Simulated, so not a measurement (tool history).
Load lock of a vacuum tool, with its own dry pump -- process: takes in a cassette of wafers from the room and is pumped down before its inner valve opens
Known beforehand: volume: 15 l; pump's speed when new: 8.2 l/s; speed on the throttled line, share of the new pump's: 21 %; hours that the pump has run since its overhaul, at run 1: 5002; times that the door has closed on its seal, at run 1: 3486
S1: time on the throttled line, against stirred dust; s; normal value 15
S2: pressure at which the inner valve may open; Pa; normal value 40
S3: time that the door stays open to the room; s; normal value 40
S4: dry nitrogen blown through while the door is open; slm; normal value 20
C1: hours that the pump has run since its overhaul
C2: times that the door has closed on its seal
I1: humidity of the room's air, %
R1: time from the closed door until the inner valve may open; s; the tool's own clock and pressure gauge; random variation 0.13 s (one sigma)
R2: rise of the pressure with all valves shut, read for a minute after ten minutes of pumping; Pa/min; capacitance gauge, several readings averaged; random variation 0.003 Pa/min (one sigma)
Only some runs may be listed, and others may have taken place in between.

run    hour  S1  S2   S3  S4    C1    C2    I1    R1     R2
  1     0.0  15  40   40  20  5002  3486  47.1  27.1  0.063
  2    83.3  28  40   40  20  5085  3633  44.1  36.8  0.048
  3   170.7  28  40   40  20  5173  3788  44.6  36.8  0.055
  4   247.4  28  40   40  20  5250  3924  47.1  37.1  0.061
  5   330.9  28  40   40  20  5333  4072  48.3  36.8  0.063
  6   414.1  16  40   40  20  5416  4220  43.1  27.5  0.059
  7   489.3  16  40   40  20  5491  4353  47.5  27.5  0.064
  8   552.1  15  40  197  20  5554  4464  44.3  27.1  0.091
  9   634.6  15  40  197  20  5637  4611  45.2  26.9  0.098
 10   681.9  15  40  197  20  5684  4695  42.2  27.0  0.083
 11   732.1  15  40   40  20  5734  4784  46.1  27.0  0.059
 12   786.4  10  40   40  20  5789  4880  41.7  23.0  0.057
 13   843.4  15  48   40  20  5846  4981  45.6  26.6  0.058
 14   892.2  15  39   40  20  5894  5067  40.5  26.8  0.062
 15   938.3  15  39   40  20  5940  5149  46.9  26.9  0.062
 16  1010.0  15  39   40  20  6012  5276  45.2  26.9  0.060
 17  1074.9  15  68   40  20  6077  5391  45.3  26.0  0.068
 18  1126.1  15  40   40  20  6128  5482  45.0  27.0  0.063
 19  1168.4  15  40   40  42  6171  5557  46.7  26.9  0.051
 20  1217.9   8  40  120  10  6220  5645  40.4  21.7  0.096
 21  1298.9   8  40  120  10  6301  5788  44.0  21.7  0.099
 22  1343.0   8  40  120  31  6345  5867  45.3  21.7  0.072
 23  1410.2   8  32  178  31  6412  5986  46.3  22.1  0.084
 24  1506.2  15  40   99  20  6508  6156  43.8  27.2  0.077
 25  1589.8  15  57  161   5  6592  6304  44.2  26.4  0.131
 26  1672.8  15  40   40  36  6675  6451  44.6  27.2  0.057
 27  1715.0  15  40  120  13  6717  6526  43.2  27.2  0.094
 28  1803.4  15  29   40  20  6806  6683  45.4  27.6  0.069
 29  1868.8  18  29  224  20  6871  6799  42.5  29.9  0.103
 30  1947.9  18  29  224  20  6950  6939  43.5  30.1  0.105
 31  2032.4  15  40  111  39  7035  7089  45.9  27.1  0.079
 32  2074.5  20  40   55  20  7077  7164  46.5  31.2  0.073
 33  2161.8  20  53   55  20  7164  7318  44.3  30.4  0.074
 34  2202.8  20  65  237  20  7205  7391  43.4  30.0  0.106
 35  2252.3  26  37   71  26  7254  7479  47.9  36.0  0.078
 36  2301.8  26  37   71  26  7304  7567  47.5  35.9  0.075
 37  2370.7  26  37   71  16  7373  7689  47.3  36.0  0.088

Forecast each of these 4 alternatives for the next run:
  A  2437.0  17  40   40  32  7439  7806  48.6   ?   ?
  B  2437.0  26  58   71  16  7439  7806  45.6   ?   ?
  C  2437.0  15  40   40  42  7439  7806  39.5   ?   ?
  D  2437.0  16  72  102  20  7439  7806  43.0   ?   ?

run    R1     R2
  A  28.7  0.067
  B  35.0  0.085
  C  27.1  0.057
  D  26.8  0.090
Without the tool's unlogged condition, the same runs would have read:
run    R1     R2
  A  27.7  0.038
  B  34.3  0.056
  C  26.1  0.028
  D  25.9  0.060

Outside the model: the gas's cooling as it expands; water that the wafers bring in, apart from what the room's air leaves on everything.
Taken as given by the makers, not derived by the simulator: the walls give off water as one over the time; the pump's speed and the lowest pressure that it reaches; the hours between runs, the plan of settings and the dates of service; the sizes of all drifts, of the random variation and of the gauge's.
